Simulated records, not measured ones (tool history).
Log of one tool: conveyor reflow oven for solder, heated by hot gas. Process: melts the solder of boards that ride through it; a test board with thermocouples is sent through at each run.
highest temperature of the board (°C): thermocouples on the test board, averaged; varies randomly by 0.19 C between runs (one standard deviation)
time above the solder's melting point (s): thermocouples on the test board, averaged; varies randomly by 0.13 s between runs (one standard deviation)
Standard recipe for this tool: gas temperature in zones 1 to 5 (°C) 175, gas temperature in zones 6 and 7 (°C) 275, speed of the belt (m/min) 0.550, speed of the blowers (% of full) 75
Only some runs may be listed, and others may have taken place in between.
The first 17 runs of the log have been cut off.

run,hour,gas temperature in zones 1 to 5 (°C),gas temperature in zones 6 and 7 (°C),speed of the belt (m/min),speed of the blowers (% of full),hours of work since the flux was cleaned out,hours of work since the belt drive was overhauled,hours of work since the thermocouples were changed,highest temperature of the board (°C),time above the solder's melting point (s)
18,1160.1,161,284,0.659,52,107,164,293,250.1,46.4
19,1231.3,172,268,0.511,76,162,219,348,256.6,74.6
20,1314.4,172,266,0.628,83,226,284,413,250.7,55.8
21,1348.6,189,275,0.648,67,253,310,439,256.7,63.0
22,1415.2,189,275,0.648,67,304,362,491,256.6,63.1
23,1467.4,189,275,0.648,67,345,402,531,256.5,62.8
# hour 1484.9: flux residue cleaned out of gas plates and filters
# hour 1501.6: thermocouples of zones 6 and 7 changed
24,1531.5,172,272,0.550,75,35,446,23,258.4,69.5
25,1575.5,175,275,0.606,75,69,481,57,258.5,63.5

For run 26, what comes out?
26,1648.3,186,276,0.460,75,125,537,114,?,?

{"run 26": {"highest temperature of the board (°C)": 268.2, "time above the solder's melting point (s)": 96.6}}
Without the tool's hidden state the same run would have given highest temperature of the board (°C) 268.3, time above the solder's melting point (s) 96.6.

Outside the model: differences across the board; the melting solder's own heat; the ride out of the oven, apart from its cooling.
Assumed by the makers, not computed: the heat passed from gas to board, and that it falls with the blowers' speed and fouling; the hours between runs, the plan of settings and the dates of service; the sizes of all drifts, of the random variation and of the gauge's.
